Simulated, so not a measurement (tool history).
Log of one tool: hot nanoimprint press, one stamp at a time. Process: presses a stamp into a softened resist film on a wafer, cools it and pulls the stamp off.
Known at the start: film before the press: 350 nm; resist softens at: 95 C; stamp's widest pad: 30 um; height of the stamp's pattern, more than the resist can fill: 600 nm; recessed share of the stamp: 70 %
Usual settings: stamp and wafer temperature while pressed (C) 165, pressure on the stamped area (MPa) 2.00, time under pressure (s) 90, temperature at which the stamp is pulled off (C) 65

run     day  stamp and wafer temperature while pressed (C)  pressure on the stamped area (MPa)  time under pressure (s)  temperature at which the stamp is pulled off (C)  resist left under the stamp's widest pad (Å)  greatest force while the stamp is pulled off (N)
  1   0.000                                            165                                2.00                       90                                                65                                          1497                                               181
  2   0.792                                            165                                2.00                       90                                                65                                          1521                                               186
  3   1.417                                            165                                1.73                       90                                                65                                          1618                                               193
  4   2.271                                            165                                2.00                       90                                                65                                          1529                                               190
  5   3.183                                            165                                2.00                       90                                                65                                          1506                                               191
  6   3.767                                            157                                2.00                       90                                                65                                          1985                                               196
  7   4.550                                            157                                2.51                       90                                                65                                          1767                                               202
      4.975  -- stamp cleaned and given a new release coat
  8   5.346                                            157                                2.51                       90                                                65                                          1800                                               126
  9   6.000                                            165                                1.82                       90                                                65                                          1621                                               128
 10   6.538                                            165                                1.82                       90                                                72                                          1621                                               112
 11   7.342                                            165                                1.82                       90                                                72                                          1616                                               115
 12   8.296                                            165                                1.23                       90                                                65                                          1961                                               141
 13   9.346                                            165                                2.00                       90                                                65                                          1540                                               145
 14  10.208                                            165                                2.00                       90                                                65                                          1552                                               148
     11.004  -- plate thermocouple calibrated
 15  11.288                                            165                                1.38                       90                                                65                                          1888                                               157
 16  11.804                                            165                                1.38                       90                                                65                                          1912                                               161
 17  12.875                                            174                                1.36                      125                                                66                                          1319                                               152
     13.621  -- press's hydraulic seals changed and the load cell set to zero
 18  14.188                                            162                                2.00                       90                                                65                                          1723                                               161
 19  15.200                                            162                                2.00                       90                                                65                                          1740                                               173
 20  15.875                                            165                                2.00                       64                                                66                                          1745                                               164
     16.412  -- plate thermocouple calibrated, once more
 21  16.933                                            165                                2.00                      175                                                52                                          1110                                               223
 22  17.717                                            156                                2.92                       81                                                69                                          1624                                               150
 23  18.192                                            160                                1.93                       90                                                62                                          1710                                               181
 24  18.858                                            160                                3.11                      113                                                55                                          1211                                               211
 25  19.938                                            160                                2.43                      113                                                69                                          1405                                               145
 26  20.929                                            160                                2.43                      113                                                69                                          1402                                               155
 27  21.621                                            163                                1.59                       90                                                72                                          1719                                               141
 28  22.383                                            163                                1.59                       90                                                72                                          1709                                               147
 29  23.221                                            164                                2.06                       92                                                73                                          1444                                               142

4 ways to go on from here, each from the tool as it stands after run 29. What would each give?
  A  24.125                                            174                                2.00                       95                                                60                                             ?                                                 ?
  B  24.125                                            160                                1.29                       90                                                61                                             ?                                                 ?
  C  24.125                                            164                                2.51                       92                                                73                                             ?                                                 ?
  D  24.125                                            165                                2.00                       90                                                68                                             ?                                                 ?

run  resist left under the stamp's widest pad (Å)  greatest force while the stamp is pulled off (N)
  A                                          1065                                               209
  B                                          2070                                               204
  C                                          1295                                               142
  D                                          1430                                               169
Without the tool's hidden state the same runs would have given:
run  resist left under the stamp's widest pad (Å)  greatest force while the stamp is pulled off (N)
  A                                          1046                                               140
  B                                          2041                                               137
  C                                          1268                                                95
  D                                          1403                                               113
